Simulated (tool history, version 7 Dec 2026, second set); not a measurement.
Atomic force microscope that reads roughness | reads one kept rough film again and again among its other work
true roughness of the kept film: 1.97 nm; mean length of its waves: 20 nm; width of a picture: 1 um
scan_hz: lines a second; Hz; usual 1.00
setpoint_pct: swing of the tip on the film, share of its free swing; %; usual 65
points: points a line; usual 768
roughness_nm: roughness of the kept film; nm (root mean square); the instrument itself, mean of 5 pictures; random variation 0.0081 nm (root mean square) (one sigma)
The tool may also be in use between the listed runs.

run,hour,scan_hz,setpoint_pct,points,roughness_nm
1,0.0,1.00,65,768,1.755
2,37.5,1.00,65,768,1.688
3,81.3,1.00,65,768,1.616
4,110.5,1.00,65,768,1.558
# hour 152.0: new tip fitted
5,152.0,1.00,65,768,1.768
6,191.1,1.00,65,768,1.702
7,222.5,1.00,65,768,1.648
8,273.9,1.00,65,258,1.495
# hour 303.2: new tip fitted
9,313.3,1.00,65,819,1.747
10,355.4,1.00,65,819,1.662
11,384.3,1.00,79,505,1.568
12,417.8,1.09,65,768,1.562
13,451.1,2.28,87,548,1.376

Forecast run 14:
# hour 454.6: new tip fitted
14,479.0,1.00,71,676,?

Run 14 gave roughness_nm 1.703 nm (root mean square).
Without the tool's hidden state the same run would have given roughness_nm 1.748 nm (root mean square).
